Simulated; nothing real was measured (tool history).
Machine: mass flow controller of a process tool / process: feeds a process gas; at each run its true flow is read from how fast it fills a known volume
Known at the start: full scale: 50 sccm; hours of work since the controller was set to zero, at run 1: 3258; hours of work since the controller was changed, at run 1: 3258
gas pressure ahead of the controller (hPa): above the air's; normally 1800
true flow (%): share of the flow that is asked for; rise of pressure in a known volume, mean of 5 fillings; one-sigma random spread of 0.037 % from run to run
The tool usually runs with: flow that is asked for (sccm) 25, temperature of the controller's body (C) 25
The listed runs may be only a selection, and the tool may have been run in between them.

run      day  flow that is asked for (sccm)  gas pressure ahead of the controller (hPa)  temperature of the controller's body (C)  hours of work since the controller was set to zero  hours of work since the controller was changed  true flow (%)
  1    0.000                             25                                        1800                                        25                                                3258                                            3258          98.62
  2    6.479                             25                                        1800                                        27                                                3305                                            3305          98.49
  3   20.671                             25                                        2140                                        25                                                3407                                            3407          98.69
  4   32.604                             25                                        1800                                        33                                                3494                                            3494          98.26
  5   44.100                             25                                        1800                                        33                                                3577                                            3577          98.21
  6   57.929                             25                                        1800                                        33                                                3677                                            3677          98.21
  7   68.438                             39                                        1800                                        25                                                3753                                            3753          99.32
  8   75.258                             39                                        1800                                        21                                                3802                                            3802          99.60
  9   88.925                             30                                        1800                                        21                                                3901                                            3901          99.06
 10  102.075                             15                                        1800                                        21                                                3996                                            3996          98.20
 11  109.054                             25                                        1800                                        25                                                4046                                            4046          98.58
 12  116.775                             25                                        1800                                        25                                                4102                                            4102          98.63
 13  123.492                             21                                        2740                                        26                                                4151                                            4151          98.76
 14  133.475                              8                                        2580                                        25                                                4223                                            4223          97.93
 15  143.675                              8                                        2580                                        25                                                4297                                            4297          98.04
 16  153.354                             25                                        2280                                        25                                                4367                                            4367          98.75
 17  163.588                             25                                        2280                                        25                                                4440                                            4440          98.83
 18  176.900                              7                                        1540                                        26                                                4537                                            4537          97.43
 19  184.942                              7                                        1610                                        26                                                4595                                            4595          97.47
 20  196.962                             21                                        1610                                        25                                                4682                                            4682          98.24
 21  204.342                              6                                        1480                                        35                                                4735                                            4735          96.96

What if the next run were any one of these 4? Each begins from the tool's condition after run 21:
  A  212.221                             26                                        1480                                        35                                                4792                                            4792              ?
  B  212.221                             12                                        1460                                        33                                                4792                                            4792              ?
  C  212.221                              6                                        1760                                        32                                                4792                                            4792              ?
  D  212.221                             25                                        2570                                        25                                                4792                                            4792              ?

run  true flow (%)
  A          98.12
  B          97.52
  C          97.24
  D          98.90
With the hidden condition removed and each run's random variation left untouched, the same runs would have given:
run  true flow (%)
  A          98.12
  B          97.53
  C          97.25
  D          98.90
